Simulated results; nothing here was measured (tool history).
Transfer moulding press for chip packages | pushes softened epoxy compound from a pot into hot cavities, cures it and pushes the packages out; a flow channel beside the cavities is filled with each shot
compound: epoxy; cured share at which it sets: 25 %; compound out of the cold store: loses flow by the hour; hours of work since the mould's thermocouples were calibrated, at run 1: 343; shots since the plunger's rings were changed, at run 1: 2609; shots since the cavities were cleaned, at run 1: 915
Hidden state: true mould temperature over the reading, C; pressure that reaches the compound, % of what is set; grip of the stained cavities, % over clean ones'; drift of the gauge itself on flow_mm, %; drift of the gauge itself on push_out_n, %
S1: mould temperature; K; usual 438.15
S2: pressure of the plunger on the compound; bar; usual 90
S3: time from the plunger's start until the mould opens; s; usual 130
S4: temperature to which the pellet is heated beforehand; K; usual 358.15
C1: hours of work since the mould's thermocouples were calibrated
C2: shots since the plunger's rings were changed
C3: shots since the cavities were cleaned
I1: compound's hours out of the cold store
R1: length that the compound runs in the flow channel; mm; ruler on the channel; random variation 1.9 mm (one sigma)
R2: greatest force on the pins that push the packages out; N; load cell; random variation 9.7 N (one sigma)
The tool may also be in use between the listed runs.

run 1 day=0 | S1=438.15 S2=90 S3=130 S4=358.15 | C1=343 C2=2609 C3=915 | I1=26.8 | R1=655 R2=627
-- day=0.633 cavities cleaned with cleaning compound and waxed
run 2 day=1.033 | S1=438.15 S2=90 S3=130 S4=358.15 | C1=358 C2=2817 C3=85 | I1=10 | R1=727 R2=484
run 3 day=1.929 | S1=441.15 S2=90 S3=130 S4=358.15 | C1=372 C2=3010 C3=278 | I1=43.8 | R1=572 R2=520
run 4 day=2.788 | S1=441.15 S2=90 S3=130 S4=358.15 | C1=386 C2=3195 C3=463 | I1=32.9 | R1=615 R2=579
run 5 day=3.55 | S1=432.15 S2=90 S3=130 S4=358.15 | C1=398 C2=3358 C3=626 | I1=46.5 | R1=587 R2=703
run 6 day=4.162 | S1=432.15 S2=90 S3=130 S4=358.15 | C1=407 C2=3490 C3=758 | I1=23.4 | R1=683 R2=768
run 7 day=4.779 | S1=432.15 S2=90 S3=130 S4=358.15 | C1=417 C2=3622 C3=890 | I1=10.2 | R1=739 R2=778
run 8 day=5.333 | S1=436.15 S2=85.9 S3=130 S4=358.15 | C1=426 C2=3741 C3=1009 | I1=28.7 | R1=626 R2=681
-- day=5.55 cavities cleaned with cleaning compound and waxed
run 9 day=6.367 | S1=436.15 S2=85.9 S3=130 S4=358.15 | C1=441 C2=3950 C3=176 | I1=21.2 | R1=654 R2=546
-- day=6.517 plunger's sealing rings changed
run 10 day=6.95 | S1=442.15 S2=79.8 S3=166 S4=359.15 | C1=448 C2=94 C3=279 | I1=42.7 | R1=565 R2=515

Run 11 comes next. What will it give?
run 11 day=7.371 | S1=442.15 S2=79.8 S3=166 S4=359.15 | C1=455 C2=184 C3=369 | I1=10 | R1=? R2=?

R1: 694 mm
R2: 548 N
Without the tool's hidden state the same run would have given R1 697 mm, R2 417 N.
